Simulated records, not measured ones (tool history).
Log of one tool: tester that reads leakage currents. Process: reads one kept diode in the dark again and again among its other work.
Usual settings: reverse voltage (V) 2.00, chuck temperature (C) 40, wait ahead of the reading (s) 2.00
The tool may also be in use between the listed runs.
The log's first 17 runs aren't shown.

run    hour  reverse voltage (V)  chuck temperature (C)  wait ahead of the reading (s)  current that the tester gives (pA)
 18   800.1                 2.00                     40                           2.00                              413.69
 19   840.1                 2.00                     40                           2.00                              410.29
      850.7  -- probe card cleaned and baked
 20   896.8                 2.00                     40                           2.00                              411.99
 21   936.3                 2.00                     40                           2.00                              410.98
 22   982.5                 2.00                     40                           2.00                              410.89
 23  1033.1                 2.00                     40                           2.00                              409.64
 24  1090.3                 2.00                     40                           2.00                              410.49
 25  1128.3                 2.00                     40                           2.00                              411.54
 26  1162.6                 5.68                     47                           0.55                              914.81
 27  1202.7                 5.48                     47                           0.62                              904.32
 28  1259.6                 1.28                     40                           3.97                              352.56
 29  1315.6                19.77                     36                           4.51                              676.93
 30  1346.8                19.77                     36                           4.51                              679.25
 31  1376.5                19.77                     36                           4.51                              679.08
 32  1444.6                19.77                     36                           4.51                              677.18
 33  1496.8                 1.42                     20                           1.27                               90.64
 34  1534.6                 1.42                     26                           4.29                              140.19
 35  1579.3                 3.99                     55                           8.74                             1314.26
 36  1649.5                 1.55                     34                           2.32                              251.65
 37  1697.5                 1.55                     34                           2.32                              253.49
 38  1737.9                 4.01                     60                           7.67                             1771.76
 39  1779.0                 4.01                     60                           7.67                             1776.30

Forecast run 40:
 40  1835.4                 1.59                     40                           2.00                                   ?

{"run 40": {"current that the tester gives (pA)": 381.46}}
Without the tool's hidden state the same run would have given current that the tester gives (pA) 381.98.

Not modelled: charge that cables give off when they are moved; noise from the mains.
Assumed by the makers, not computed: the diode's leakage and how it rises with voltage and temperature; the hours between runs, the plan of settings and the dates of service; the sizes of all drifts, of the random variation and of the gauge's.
